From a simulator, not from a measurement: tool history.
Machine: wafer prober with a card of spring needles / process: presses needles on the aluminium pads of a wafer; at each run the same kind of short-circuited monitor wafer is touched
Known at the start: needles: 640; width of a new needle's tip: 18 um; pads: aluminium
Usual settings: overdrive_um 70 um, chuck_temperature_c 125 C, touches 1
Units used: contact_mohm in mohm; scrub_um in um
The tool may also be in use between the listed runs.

run	day	overdrive_um	chuck_temperature_c	touches	contact_mohm	scrub_um
1	0	70	125	1	198	15.2
# day 0.329: tips cleaned on abrasive film
# day 0.9: tips cleaned on abrasive film
2	1.304	87	125	1	177	18.95
# day 1.488: tips cleaned on abrasive film
# day 2.117: tips cleaned on abrasive film
# day 2.717: tips cleaned on abrasive film
3	2.796	77	125	1	161	16.6
# day 3.317: tips cleaned on abrasive film
# day 3.433: height of the first contact set anew
4	3.792	70	125	1	206	15.95
# day 3.979: tips cleaned on abrasive film
# day 4.571: tips cleaned on abrasive film
5	4.571	70	125	1	152	15.81
# day 5.212: tips cleaned on abrasive film
# day 5.858: tips cleaned on abrasive film
6	5.933	80	125	1	161	17.84
# day 6.462: tips cleaned on abrasive film
# day 7.029: tips cleaned on abrasive film
7	7.029	80	125	1	149	17.85
# day 7.633: tips cleaned on abrasive film
# day 8.221: tips cleaned on abrasive film
8	8.221	80	125	1	152	17.79
# day 8.888: tips cleaned on abrasive film
9	9.271	69	125	1	203	15.37
# day 9.529: tips cleaned on abrasive film
# day 10.104: tips cleaned on abrasive film
# day 10.7: tips cleaned on abrasive film
10	10.7	70	33	1	142	15.45
# day 11.267: tips cleaned on abrasive film
11	11.729	70	33	1	202	15.46
# day 11.933: tips cleaned on abrasive film
# day 12.562: tips cleaned on abrasive film
12	13.025	70	33	1	199	15.55
# day 13.2: tips cleaned on abrasive film
# day 13.85: tips cleaned on abrasive film
# day 14.479: tips cleaned on abrasive film
13	14.483	62	125	1	161	13.39
# day 15.058: tips cleaned on abrasive film
# day 15.658: tips cleaned on abrasive film
14	16.017	62	125	1	217	13.48
# day 16.229: tips cleaned on abrasive film
# day 16.8: tips cleaned on abrasive film
# day 17.421: tips cleaned on abrasive film
15	17.508	62	125	1	176	13.48
# day 18.012: tips cleaned on abrasive film
# day 18.662: tips cleaned on abrasive film
16	19.125	70	30	1	209	15.02
# day 19.321: tips cleaned on abrasive film
# day 19.9: tips cleaned on abrasive film
# day 20.488: tips cleaned on abrasive film
# day 20.5: height of the first contact set anew
17	20.667	70	30	1	169	15.79
# day 21.138: tips cleaned on abrasive film
18	21.675	70	30	1	206	15.64
# day 21.771: tips cleaned on abrasive film
# day 22.383: tips cleaned on abrasive film
# day 23.008: tips cleaned on abrasive film
19	23.233	70	30	2	163	15.45
# day 23.621: tips cleaned on abrasive film
20	23.958	72	29	1	189	15.94
# day 24.233: tips cleaned on abrasive film
# day 24.85: tips cleaned on abrasive film
21	25.383	72	29	1	200	15.96
# day 25.475: tips cleaned on abrasive film
# day 26.138: tips cleaned on abrasive film
22	26.508	72	29	1	195	16.05
# day 26.746: tips cleaned on abrasive film
# day 27.404: tips cleaned on abrasive film
23	27.517	55	29	3	150	12.06
# day 28.058: tips cleaned on abrasive film
24	28.621	53	28	1	266	11.65
# day 28.742: tips cleaned on abrasive film
# day 29.329: tips cleaned on abrasive film
25	29.462	53	28	1	189	11.6
# day 30.017: tips cleaned on abrasive film
# day 30.621: tips cleaned on abrasive film
26	30.65	63	90	2	154	13.81
# day 31.233: tips cleaned on abrasive film
27	31.354	63	90	2	165	13.79
# day 31.821: tips cleaned on abrasive film
28	32.275	63	90	2	199	13.88
# day 32.4: tips cleaned on abrasive film
# day 33.012: tips cleaned on abrasive film
29	33.408	70	125	1	208	15.17
# day 33.638: tips cleaned on abrasive film
30	34.175	60	125	3	189	12.98

Branching from run 30: 4 alternative next runs. What would each branch give?
# day 34.267: tips cleaned on abrasive film
# day 34.875: tips cleaned on abrasive film
A	35.067	61	75	1	?	?
# day 34.267: tips cleaned on abrasive film
# day 34.875: tips cleaned on abrasive film
B	35.067	60	125	2	?	?
# day 34.267: tips cleaned on abrasive film
# day 34.875: tips cleaned on abrasive film
C	35.067	70	45	2	?	?
# day 34.267: tips cleaned on abrasive film
# day 34.875: tips cleaned on abrasive film
D	35.067	83	47	3	?	?

run	contact_mohm	scrub_um
A	190	13.17
B	181	12.88
C	160	15.22
D	145	18.02
Without the tool's unlogged condition, the same runs would have read:
run	contact_mohm	scrub_um
A	139	13.71
B	149	13.41
C	134	15.76
D	132	18.55

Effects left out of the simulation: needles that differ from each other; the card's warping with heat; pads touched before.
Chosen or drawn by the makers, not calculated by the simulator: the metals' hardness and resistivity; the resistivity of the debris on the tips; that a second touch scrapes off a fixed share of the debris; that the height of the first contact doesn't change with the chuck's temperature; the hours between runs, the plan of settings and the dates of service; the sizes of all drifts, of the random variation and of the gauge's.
